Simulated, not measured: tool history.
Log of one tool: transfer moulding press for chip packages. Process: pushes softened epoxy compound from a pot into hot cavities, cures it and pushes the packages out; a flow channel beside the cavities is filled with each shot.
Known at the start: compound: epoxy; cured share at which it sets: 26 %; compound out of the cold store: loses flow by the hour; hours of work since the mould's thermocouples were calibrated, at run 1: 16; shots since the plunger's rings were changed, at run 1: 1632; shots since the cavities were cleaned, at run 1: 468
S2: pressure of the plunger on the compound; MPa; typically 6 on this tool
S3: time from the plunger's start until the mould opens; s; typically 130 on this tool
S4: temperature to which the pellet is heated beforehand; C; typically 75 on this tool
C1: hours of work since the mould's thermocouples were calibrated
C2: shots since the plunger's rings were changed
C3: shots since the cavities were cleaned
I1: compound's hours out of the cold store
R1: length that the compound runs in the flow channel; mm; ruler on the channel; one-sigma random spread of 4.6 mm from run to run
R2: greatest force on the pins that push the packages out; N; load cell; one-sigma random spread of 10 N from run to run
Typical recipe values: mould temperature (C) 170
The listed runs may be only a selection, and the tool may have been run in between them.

run 1 day=0 | mould_temperature_(C)=170 S2=6 S3=130 S4=75 | C1=16 C2=1632 C3=468 | I1=34.1 | R1=879 R2=658
run 2 day=0.179 | mould_temperature_(C)=170 S2=6 S3=130 S4=75 | C1=19 C2=1674 C3=510 | I1=13.3 | R1=994 R2=688
run 3 day=0.529 | mould_temperature_(C)=170 S2=6 S3=130 S4=75 | C1=25 C2=1758 C3=594 | I1=38.6 | R1=844 R2=683
run 4 day=0.75 | mould_temperature_(C)=170 S2=6 S3=130 S4=75 | C1=28 C2=1810 C3=646 | I1=33.3 | R1=870 R2=718
run 5 day=0.954 | mould_temperature_(C)=170 S2=6 S3=130 S4=75 | C1=32 C2=1859 C3=695 | I1=13.6 | R1=1003 R2=724
run 6 day=1.246 | mould_temperature_(C)=170 S2=6.77 S3=130 S4=75 | C1=37 C2=1928 C3=764 | I1=20.4 | R1=1019 R2=745
run 7 day=1.475 | mould_temperature_(C)=170 S2=6 S3=130 S4=72 | C1=41 C2=1983 C3=819 | I1=29.4 | R1=902 R2=746
run 8 day=1.738 | mould_temperature_(C)=170 S2=6 S3=130 S4=75 | C1=45 C2=2046 C3=882 | I1=20.8 | R1=945 R2=746
run 9 day=2 | mould_temperature_(C)=170 S2=6 S3=130 S4=75 | C1=49 C2=2108 C3=944 | I1=34 | R1=869 R2=714
run 10 day=2.192 | mould_temperature_(C)=170 S2=6 S3=130 S4=75 | C1=53 C2=2153 C3=989 | I1=36.6 | R1=856 R2=773
run 11 day=2.546 | mould_temperature_(C)=170 S2=6 S3=130 S4=75 | C1=59 C2=2238 C3=1074 | I1=32.3 | R1=868 R2=784
run 12 day=2.775 | mould_temperature_(C)=170 S2=6 S3=130 S4=75 | C1=63 C2=2292 C3=1128 | I1=41.1 | R1=825 R2=760
-- day=3.062 cavities cleaned with cleaning compound and waxed
run 13 day=3.212 | mould_temperature_(C)=170 S2=6 S3=130 S4=75 | C1=69 C2=2381 C3=35 | I1=38.4 | R1=847 R2=473
run 14 day=3.442 | mould_temperature_(C)=170 S2=6 S3=130 S4=75 | C1=73 C2=2436 C3=90 | I1=36.2 | R1=842 R2=515
run 15 day=3.804 | mould_temperature_(C)=170 S2=6.2 S3=130 S4=66 | C1=79 C2=2522 C3=176 | I1=25.6 | R1=930 R2=583
run 16 day=4.017 | mould_temperature_(C)=170 S2=6.2 S3=130 S4=66 | C1=83 C2=2572 C3=226 | I1=33.5 | R1=893 R2=578
run 17 day=4.358 | mould_temperature_(C)=170 S2=6 S3=133 S4=66 | C1=88 C2=2655 C3=309 | I1=34.2 | R1=852 R2=601
run 18 day=4.708 | mould_temperature_(C)=170 S2=6 S3=133 S4=66 | C1=94 C2=2738 C3=392 | I1=11.3 | R1=1007 R2=617

For run 19, what comes out?
run 19 day=4.967 | mould_temperature_(C)=170 S2=6 S3=131 S4=73 | C1=99 C2=2799 C3=453 | I1=47.8 | R1=? R2=?

Logged for run 19: R1 775 mm, R2 628 N.
If the tool had no hidden condition, the same run with the same run-to-run variation would have returned R1 813 mm, R2 456 N.

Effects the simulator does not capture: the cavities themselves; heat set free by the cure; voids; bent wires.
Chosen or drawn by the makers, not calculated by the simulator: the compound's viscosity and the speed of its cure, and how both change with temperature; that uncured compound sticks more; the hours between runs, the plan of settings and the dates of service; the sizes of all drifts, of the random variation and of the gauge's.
